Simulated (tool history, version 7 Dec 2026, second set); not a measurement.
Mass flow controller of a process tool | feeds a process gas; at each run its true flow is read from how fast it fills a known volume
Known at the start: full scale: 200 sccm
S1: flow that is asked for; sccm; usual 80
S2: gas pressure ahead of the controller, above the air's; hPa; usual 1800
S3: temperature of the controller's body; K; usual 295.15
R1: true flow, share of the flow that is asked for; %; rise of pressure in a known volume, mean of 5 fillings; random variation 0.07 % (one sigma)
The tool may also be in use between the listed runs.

{"run": 1, "day": 0.0, "S1": 80, "S2": 1800, "S3": 295.15, "R1": 98.91}
{"run": 2, "day": 8.875, "S1": 80, "S2": 1800, "S3": 295.15, "R1": 98.84}
{"run": 3, "day": 20.375, "S1": 80, "S2": 1800, "S3": 295.15, "R1": 98.86}
{"run": 4, "day": 31.458, "S1": 80, "S2": 1800, "S3": 299.15, "R1": 99.13}
{"run": 5, "day": 37.879, "S1": 80, "S2": 1800, "S3": 299.15, "R1": 99.18}
{"run": 6, "day": 51.617, "S1": 80, "S2": 1800, "S3": 306.15, "R1": 99.62}
{"run": 7, "day": 62.196, "S1": 80, "S2": 1800, "S3": 295.15, "R1": 99.24}
{"run": 8, "day": 73.742, "S1": 80, "S2": 1800, "S3": 295.15, "R1": 99.26}
{"run": 9, "day": 86.25, "S1": 80, "S2": 1800, "S3": 295.15, "R1": 99.41}
{"run": 10, "day": 98.771, "S1": 80, "S2": 1800, "S3": 295.15, "R1": 99.56}
{"run": 11, "day": 105.196, "S1": 80, "S2": 1800, "S3": 294.15, "R1": 99.51}
{"run": 12, "day": 118.475, "S1": 80, "S2": 1800, "S3": 294.15, "R1": 99.58}
{"run": 13, "day": 132.425, "S1": 80, "S2": 1760, "S3": 295.15, "R1": 99.6}
{"run": 14, "day": 144.171, "S1": 80, "S2": 1410, "S3": 295.15, "R1": 99.48}
{"run": 15, "day": 158.646, "S1": 80, "S2": 1410, "S3": 295.15, "R1": 99.56}
{"run": 16, "day": 171.071, "S1": 80, "S2": 1800, "S3": 295.15, "R1": 99.86}
{"run": 17, "day": 182.142, "S1": 80, "S2": 1800, "S3": 295.15, "R1": 99.95}
{"run": 18, "day": 193.054, "S1": 80, "S2": 1800, "S3": 295.15, "R1": 100.09}
{"run": 19, "day": 206.442, "S1": 80, "S2": 1800, "S3": 295.15, "R1": 100.01}
{"run": 20, "day": 220.996, "S1": 80, "S2": 1800, "S3": 295.15, "R1": 100.33}
{"run": 21, "day": 233.738, "S1": 80, "S2": 1800, "S3": 295.15, "R1": 98.88}
{"run": 22, "day": 240.533, "S1": 80, "S2": 1800, "S3": 310.15, "R1": 99.59}
{"run": 23, "day": 253.421, "S1": 80, "S2": 1800, "S3": 310.15, "R1": 99.49}
{"run": 24, "day": 264.971, "S1": 80, "S2": 1800, "S3": 310.15, "R1": 99.65}
{"run": 25, "day": 279.212, "S1": 32, "S2": 2630, "S3": 310.15, "R1": 99.69}
{"run": 26, "day": 288.888, "S1": 32, "S2": 2630, "S3": 303.15, "R1": 99.55}
{"run": 27, "day": 297.429, "S1": 32, "S2": 2630, "S3": 303.15, "R1": 99.68}
{"run": 28, "day": 310.1, "S1": 194, "S2": 2580, "S3": 310.15, "R1": 101.26}
{"run": 29, "day": 320.908, "S1": 80, "S2": 1790, "S3": 303.15, "R1": 99.68}
{"run": 30, "day": 327.683, "S1": 34, "S2": 1850, "S3": 303.15, "R1": 99.35}
{"run": 31, "day": 342.083, "S1": 34, "S2": 1850, "S3": 303.15, "R1": 99.44}
{"run": 32, "day": 353.238, "S1": 87, "S2": 1850, "S3": 303.15, "R1": 100.02}
{"run": 33, "day": 367.912, "S1": 87, "S2": 1850, "S3": 303.15, "R1": 100.01}
{"run": 34, "day": 377.983, "S1": 150, "S2": 2300, "S3": 293.15, "R1": 100.43}
{"run": 35, "day": 385.125, "S1": 155, "S2": 2610, "S3": 295.15, "R1": 100.95}
{"run": 36, "day": 397.925, "S1": 155, "S2": 2610, "S3": 295.15, "R1": 99.91}
{"run": 37, "day": 408.517, "S1": 119, "S2": 2720, "S3": 299.15, "R1": 99.81}
{"run": 38, "day": 418.354, "S1": 35, "S2": 1800, "S3": 295.15, "R1": 98.66}
{"run": 39, "day": 426.821, "S1": 131, "S2": 2610, "S3": 297.15, "R1": 99.84}
{"run": 40, "day": 434.992, "S1": 131, "S2": 2610, "S3": 297.15, "R1": 100.0}
{"run": 41, "day": 446.175, "S1": 155, "S2": 1800, "S3": 295.15, "R1": 99.68}
{"run": 42, "day": 457.754, "S1": 66, "S2": 1990, "S3": 304.15, "R1": 99.54}
{"run": 43, "day": 470.662, "S1": 66, "S2": 1690, "S3": 297.15, "R1": 99.36}
{"run": 44, "day": 485.883, "S1": 166, "S2": 1800, "S3": 295.15, "R1": 100.01}
{"run": 45, "day": 498.142, "S1": 80, "S2": 1800, "S3": 297.15, "R1": 99.55}
{"run": 46, "day": 512.142, "S1": 95, "S2": 2800, "S3": 300.15, "R1": 100.44}
{"run": 47, "day": 524.633, "S1": 151, "S2": 1820, "S3": 299.15, "R1": 100.5}

Taken out of this log: 4 entries between the listed runs. Where each belongs, and how the hidden state differs across it:
Between runs 8 and 9: controller's zero set anew (day 85.271)
  flow at rest that the sensor doesn't see, % of full scale: 0.004 -> 0; drift of the gauge itself on true_pct, %: 0.46 -> 0.53
  measured less the result without the state, R1: +0.45 -> +0.52 %
Between runs 20 and 21: gauge calibrated (day 227.071)
  drift of the gauge itself on true_pct, %: 1.37 -> 0.04
  measured less the result without the state, R1: +1.35 -> +0.04 %
Between runs 24 and 25: controller exchanged for a calibrated one (day 273.000)
  flow at rest that the sensor doesn't see, % of full scale: 0.001 -> 0; true flow over the shown one, %: -0.01 -> 0; drift of the gauge itself on true_pct, %: 0.23 -> 0.32
  measured less the result without the state, R1: +0.22 -> +0.32 %
Between runs 35 and 36: gauge calibrated (day 393.700)
  drift of the gauge itself on true_pct, %: 0.98 -> 0.03
  measured less the result without the state, R1: +0.98 -> +0.03 %

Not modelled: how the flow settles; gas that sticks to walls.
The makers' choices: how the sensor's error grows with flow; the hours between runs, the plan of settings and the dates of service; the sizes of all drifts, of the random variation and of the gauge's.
